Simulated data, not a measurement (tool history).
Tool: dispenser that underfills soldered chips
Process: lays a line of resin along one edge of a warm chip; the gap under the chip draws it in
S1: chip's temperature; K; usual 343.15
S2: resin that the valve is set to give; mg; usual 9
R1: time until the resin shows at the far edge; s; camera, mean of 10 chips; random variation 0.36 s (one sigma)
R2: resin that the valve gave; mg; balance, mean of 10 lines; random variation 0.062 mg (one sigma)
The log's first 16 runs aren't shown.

| run | hour | S1 | S2 | R1 | R2 |
|---|---|---|---|---|---|
| 17 | 68.2 | 343.15 | 9 | 31.1 | 8.54 |
|  | 69.5 | new syringe of resin |
| 18 | 73.9 | 343.15 | 9 | 21.9 | 8.48 |
| 19 | 77.5 | 344.15 | 10.33 | 25.1 | 9.69 |
| 20 | 81.2 | 344.15 | 10.33 | 29.1 | 9.67 |
|  | 83.7 | new syringe of resin |
| 21 | 83.9 | 356.15 | 8.44 | 13.2 | 7.88 |
| 22 | 86.9 | 343.15 | 9.28 | 20.5 | 8.71 |
| 23 | 91.4 | 352.15 | 8.55 | 18.9 | 7.84 |
| 24 | 94 | 334.15 | 11.42 | 36.1 | 10.54 |
| 25 | 96.8 | 334.15 | 11.42 | 40.3 | 10.57 |
|  | 97.9 | new syringe of resin |
| 26 | 100.1 | 334.15 | 11.42 | 26.7 | 10.5 |
| 27 | 104.5 | 345.15 | 9.76 | 22.6 | 8.97 |
| 28 | 108.7 | 333.15 | 11.32 | 38.4 | 10.54 |
| 29 | 111.4 | 343.15 | 10.87 | 31 | 9.89 |
|  | 112.2 | new syringe of resin |
|  | 115.3 | dispensing valve cleaned and set on the balance |
| 30 | 116.3 | 333.15 | 8.72 | 30.2 | 8.74 |
| 31 | 121.7 | 333.15 | 8.72 | 36.9 | 8.71 |

The next listed run, before its measurement:
| 32 | 126.1 | 349.15 | 10.27 | ? | ? |

{"run 32": {"R1": 26.6, "R2": 10.2}}
Without the tool's hidden state the same run would have given R1 16.4 s, R2 10.26 mg.

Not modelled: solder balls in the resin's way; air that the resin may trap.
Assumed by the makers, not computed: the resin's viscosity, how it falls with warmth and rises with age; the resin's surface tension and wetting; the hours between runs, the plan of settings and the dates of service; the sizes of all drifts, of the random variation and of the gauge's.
